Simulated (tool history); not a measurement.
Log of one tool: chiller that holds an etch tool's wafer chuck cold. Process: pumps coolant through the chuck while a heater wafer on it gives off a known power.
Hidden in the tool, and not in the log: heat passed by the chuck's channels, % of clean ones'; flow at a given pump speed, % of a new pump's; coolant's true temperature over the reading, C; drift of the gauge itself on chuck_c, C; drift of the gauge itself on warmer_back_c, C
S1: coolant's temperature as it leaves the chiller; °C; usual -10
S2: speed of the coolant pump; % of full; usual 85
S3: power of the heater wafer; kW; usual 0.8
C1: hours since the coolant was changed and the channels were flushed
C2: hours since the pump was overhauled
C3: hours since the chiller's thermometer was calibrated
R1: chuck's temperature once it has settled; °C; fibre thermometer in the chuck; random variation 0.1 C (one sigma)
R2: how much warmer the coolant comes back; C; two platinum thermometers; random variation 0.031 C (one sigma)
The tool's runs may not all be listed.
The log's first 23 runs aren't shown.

run 24 hour=3504.2 | S1=-19 S2=92 S3=0.657 | C1=3421 C2=4675 C3=2716 | R1=-14.9 R2=1.95
run 25 hour=3645.6 | S1=0 S2=66 S3=0.812 | C1=3562 C2=4817 C3=2857 | R1=6.5 R2=3.42
run 26 hour=3806.3 | S1=-5 S2=68 S3=1.112 | C1=3723 C2=4977 C3=3018 | R1=3.7 R2=4.47
run 27 hour=3984.9 | S1=-20 S2=77 S3=1.112 | C1=3901 C2=5156 C3=3196 | R1=-12.3 R2=3.9
run 28 hour=4121.6 | S1=-1 S2=85 S3=0.8 | C1=4038 C2=5293 C3=3333 | R1=4.4 R2=2.55
run 29 hour=4233.9 | S1=-1 S2=85 S3=0.8 | C1=4150 C2=5405 C3=3445 | R1=4.3 R2=2.47
run 30 hour=4397.1 | S1=-1 S2=90 S3=0.8 | C1=4314 C2=5568 C3=3608 | R1=4.1 R2=2.35
run 31 hour=4527.7 | S1=-10 S2=77 S3=0.618 | C1=4444 C2=5699 C3=3739 | R1=-5.5 R2=2.13

Forecast each of these 5 alternatives for the next run:
run A hour=4628.5 | S1=-10 S2=90 S3=0.8 | C1=4545 C2=5800 C3=3840 | R1=? R2=?
run B hour=4628.5 | S1=-18 S2=74 S3=0.913 | C1=4545 C2=5800 C3=3840 | R1=? R2=?
run C hour=4628.5 | S1=-17 S2=61 S3=0.8 | C1=4545 C2=5800 C3=3840 | R1=? R2=?
run D hour=4628.5 | S1=-3 S2=85 S3=0.781 | C1=4545 C2=5800 C3=3840 | R1=? R2=?
run E hour=4628.5 | S1=-12 S2=77 S3=0.618 | C1=4545 C2=5800 C3=3840 | R1=? R2=?

run=A R1=-5 R2=2.32
run=B R1=-11.4 R2=3.31
run=C R1=-10.3 R2=3.44
run=D R1=2.1 R2=2.48
run=E R1=-7.7 R2=2.1
Without the tool's hidden state the same runs would have given:
run=A R1=-5 R2=2.47
run=B R1=-11.4 R2=3.46
run=C R1=-10.3 R2=3.58
run=D R1=2.1 R2=2.62
run=E R1=-7.7 R2=2.24
